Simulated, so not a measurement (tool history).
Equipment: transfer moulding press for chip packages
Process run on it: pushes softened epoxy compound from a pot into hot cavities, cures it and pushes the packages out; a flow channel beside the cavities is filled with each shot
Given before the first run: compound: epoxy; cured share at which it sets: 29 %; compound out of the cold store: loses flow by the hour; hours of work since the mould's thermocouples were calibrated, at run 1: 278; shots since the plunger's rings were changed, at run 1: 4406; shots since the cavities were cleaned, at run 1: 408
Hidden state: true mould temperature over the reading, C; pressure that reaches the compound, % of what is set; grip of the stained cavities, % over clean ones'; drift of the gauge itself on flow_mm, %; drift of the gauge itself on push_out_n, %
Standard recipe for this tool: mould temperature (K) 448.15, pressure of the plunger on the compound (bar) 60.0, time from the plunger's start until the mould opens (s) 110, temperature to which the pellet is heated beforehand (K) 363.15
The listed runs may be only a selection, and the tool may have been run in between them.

run	day	mould temperature (K)	pressure of the plunger on the compound (bar)	time from the plunger's start until the mould opens (s)	temperature to which the pellet is heated beforehand (K)	hours of work since the mould's thermocouples were calibrated	shots since the plunger's rings were changed	shots since the cavities were cleaned	incoming compound's hours out of the cold store	length that the compound runs in the flow channel (mm)	greatest force on the pins that push the packages out (N)
1	0.000	448.15	60.0	110	363.15	278	4406	408	22.7	661	862
2	0.508	448.15	71.8	110	363.15	284	4510	512	33.4	712	821
# day 0.658: cavities cleaned with cleaning compound and waxed
3	0.883	448.15	71.8	110	363.15	288	4574	46	31.0	720	548
4	1.312	448.15	71.8	110	363.15	293	4662	134	21.1	734	643
5	1.742	448.15	60.0	110	361.15	298	4750	222	13.8	679	706
6	2.283	448.15	60.0	110	361.15	305	4861	333	44.8	627	808
7	2.675	448.15	60.0	110	361.15	309	4941	413	20.2	677	837
8	3.067	448.15	60.0	110	363.15	314	5021	493	25.7	671	873
# day 3.346: cavities cleaned with cleaning compound and waxed
# day 3.479: mould's thermocouples calibrated
9	3.775	448.15	60.0	108	363.15	4	5135	70	43.7	632	626
10	4.079	448.15	60.0	110	363.15	7	5198	133	28.7	655	667
11	4.342	448.15	60.0	110	363.15	10	5251	186	33.1	649	709
12	4.933	451.15	60.9	110	363.15	18	5373	308	14.3	674	713
13	5.521	440.15	54.0	116	369.15	25	5493	428	9.2	673	1406
14	5.962	440.15	54.0	116	369.15	30	5583	518	42.4	633	1396
# day 6.096: cavities cleaned with cleaning compound and waxed
# day 6.333: plunger's sealing rings changed
15	6.517	448.15	50.6	90	363.15	35	38	65	19.8	648	923
16	7.004	452.15	60.0	112	358.15	41	137	164	40.7	660	566
17	7.396	452.15	59.5	112	358.15	45	217	244	10.7	701	630
18	7.975	448.15	60.0	130	363.15	52	336	363	43.0	675	702
19	8.550	443.15	51.8	114	355.15	59	454	481	13.0	690	1179

What if the next run were any one of these 4? Each begins from the tool's condition after run 19:
# day 8.883: cavities cleaned with cleaning compound and waxed
A	8.938	445.15	47.4	112	355.15	63	520	11	20.2	?	?
# day 8.883: cavities cleaned with cleaning compound and waxed
B	8.938	450.15	54.9	145	363.15	63	520	11	23.0	?	?
# day 8.883: cavities cleaned with cleaning compound and waxed
C	8.938	444.15	51.8	114	366.15	63	520	11	17.5	?	?
# day 8.883: cavities cleaned with cleaning compound and waxed
D	8.938	443.15	51.8	114	355.15	63	520	11	14.6	?	?

run	length that the compound runs in the flow channel (mm)	greatest force on the pins that push the packages out (N)
A	633	581
B	655	420
C	676	617
D	686	688
Without the tool's hidden state the same runs would have given:
run	length that the compound runs in the flow channel (mm)	greatest force on the pins that push the packages out (N)
A	640	564
B	662	402
C	684	598
D	694	667
